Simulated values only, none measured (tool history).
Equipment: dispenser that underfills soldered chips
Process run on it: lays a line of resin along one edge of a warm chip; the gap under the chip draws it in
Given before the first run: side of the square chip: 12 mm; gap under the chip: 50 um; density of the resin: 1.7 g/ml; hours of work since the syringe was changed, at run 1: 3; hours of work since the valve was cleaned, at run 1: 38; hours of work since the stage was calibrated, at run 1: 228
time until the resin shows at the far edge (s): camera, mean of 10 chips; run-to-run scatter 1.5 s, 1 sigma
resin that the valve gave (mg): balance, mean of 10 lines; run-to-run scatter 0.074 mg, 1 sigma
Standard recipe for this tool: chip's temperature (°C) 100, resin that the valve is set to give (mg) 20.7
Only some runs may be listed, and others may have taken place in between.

run    day  chip's temperature (°C)  resin that the valve is set to give (mg)  hours of work since the syringe was changed  hours of work since the valve was cleaned  hours of work since the stage was calibrated  time until the resin shows at the far edge (s)  resin that the valve gave (mg)
  1      0                      100                                      20.7                                            3                                         38                                           228                                           166.4                           20.44
     0.179  -- new syringe of resin
  2  0.321                      100                                      20.7                                            3                                         44                                           234                                           167.4                           20.45
     0.517  -- new syringe of resin
  3    0.6                      100                                      20.7                                            2                                         49                                           239                                           153.2                           20.29
     0.729  -- dispensing valve cleaned and set on the balance
  4  0.854                      100                                      20.7                                            5                                          2                                           243                                           207.1                           20.53
     0.904  -- new syringe of resin
  5  1.038                      100                                      20.7                                            3                                          5                                           246                                           163.9                           20.61
  6  1.196                      100                                      20.7                                            5                                          8                                           249                                           205.4                           20.46
      1.25  -- new syringe of resin
  7  1.496                      100                                      20.7                                            4                                         14                                           254                                             193                           20.62
     1.588  -- new syringe of resin
  8  1.679                      100                                      20.7                                            2                                         17                                           257                                             153                           20.56
  9  1.817                      100                                      20.7                                            4                                         19                                           260                                           185.9                           20.53
     1.917  -- new syringe of resin
 10  2.008                      100                                      19.5                                            2                                         23                                           263                                           154.5                           19.26
 11  2.196                      105                                      19.5                                            5                                         26                                           267                                           167.2                           19.31
      2.25  -- new syringe of resin
 12  2.471                      100                                      20.5                                            4                                         31                                           271                                           180.9                           20.29
     2.592  -- new syringe of resin
 13  2.692                      100                                      21.5                                            2                                         35                                           275                                           151.9                           21.14
 14  2.867                      100                                      21.5                                            5                                         38                                           278                                           194.8                           21.07
     2.925  -- new syringe of resin
 15  3.058                      100                                      20.7                                            2                                         41                                           282                                           165.3                            20.3
      3.25  -- new syringe of resin
 16  3.358                      100                                      20.7                                            2                                         47                                           287                                           159.1                           20.33
     3.575  -- new syringe of resin
 17  3.575                      100                                      26.6                                            0                                         50                                           291                                           132.5                           26.02
     3.642  -- dispensing valve cleaned and set on the balance
 18  3.921                      111                                      21.1                                            6                                          5                                           296                                           128.6                           21.01
     3.946  -- new syringe of resin
 19  4.158                      112                                      24.5                                            4                                          9                                           300                                           107.8                           24.49
     4.288  -- new syringe of resin
 20  4.421                      115                                      23.3                                            2                                         14                                           305                                            84.6                           23.23
     4.612  -- new syringe of resin
 21  4.721                      100                                      19.3                                            2                                         19                                           310                                           161.9                           19.12
     4.946  -- new syringe of resin
 22  5.008                       93                                      21.2                                            1                                         24                                           315                                           189.4                           21.03
     5.288  -- new syringe of resin
 23  5.296                       93                                      21.2                                            0                                         29                                           321                                           182.8                           20.87
 24  5.521                       93                                      21.2                                            4                                         33                                           325                                           253.7                           20.93
     5.621  -- new syringe of resin
 25  5.683                      111                                      25.4                                            1                                         36                                           327                                            93.4                           24.93
 26  5.917                      111                                      25.4                                            5                                         41                                           332                                           128.2                           25.02
     5.946  -- new syringe of resin
 27  6.192                       97                                      26.9                                            5                                         45                                           337                                           219.7                           26.44
     6.271  -- new syringe of resin
 28  6.433                       96                                      26.9                                            3                                         50                                           341                                           194.8                            26.5
     6.525  -- dispensing valve cleaned and set on the balance
     6.642  -- new syringe of resin
 29  6.771                       96                                      26.9                                            2                                          4                                           346                                           189.5                            26.9
     6.988  -- new syringe of resin
 30  7.046                       91                                      26.9                                            1                                          9                                           351                                           214.1                           26.93
     7.321  -- new syringe of resin
 31  7.321                       96                                      20.7                                            0                                         14                                           356                                           159.5                           20.68
 32  7.538                       96                                      20.7                                            4                                         18                                           360                                           216.1                           20.39
     7.654  -- new syringe of resin
 33  7.858                      100                                      22.5                                            4                                         24                                           365                                           175.9                           22.41
     8.004  -- new syringe of resin
 34  8.125                      100                                      22.5                                            2                                         28                                           370                                           159.9                           22.26

Results per run with the tool's hidden condition removed, run-to-run variation unchanged:
The hidden state here: resin's viscosity, % of fresh resin's; dose that the valve gives, % of what is set; true chip temperature over the reading, C; drift of the gauge itself on fill_s, %; drift of the gauge itself on given_mg, %.
run  time until the resin shows at the far edge (s)  resin that the valve gave (mg)
  1                                             142                           20.73
  2                                           145.7                           20.79
  3                                             143                           20.66
  4                                           143.2                           20.54
  5                                           144.1                           20.65
  6                                           144.2                           20.52
  7                                           145.3                           20.73
  8                                           144.1                           20.69
  9                                           143.4                           20.69
 10                                           144.1                           19.43
 11                                           118.6                           19.51
 12                                           142.8                           20.54
 13                                           142.9                           21.44
 14                                           142.6                           21.39
 15                                           144.7                           20.64
 16                                           144.6                           20.71
 17                                           141.7                           26.56
 18                                            88.9                           21.03
 19                                            84.9                           24.55
 20                                            74.4                           23.33
 21                                           145.9                           19.25
 22                                           193.5                           21.22
 23                                           192.9                            21.1
 24                                           194.7                            21.2
 25                                            90.6                           25.28
 26                                            89.2                           25.41
 27                                           166.1                           26.91
 28                                           168.2                           27.02
 29                                           172.3                           26.94
 30                                           212.6                           27.02
 31                                           172.7                            20.8
 32                                           171.5                           20.53
 33                                           142.4                           22.63
 34                                             146                           22.52
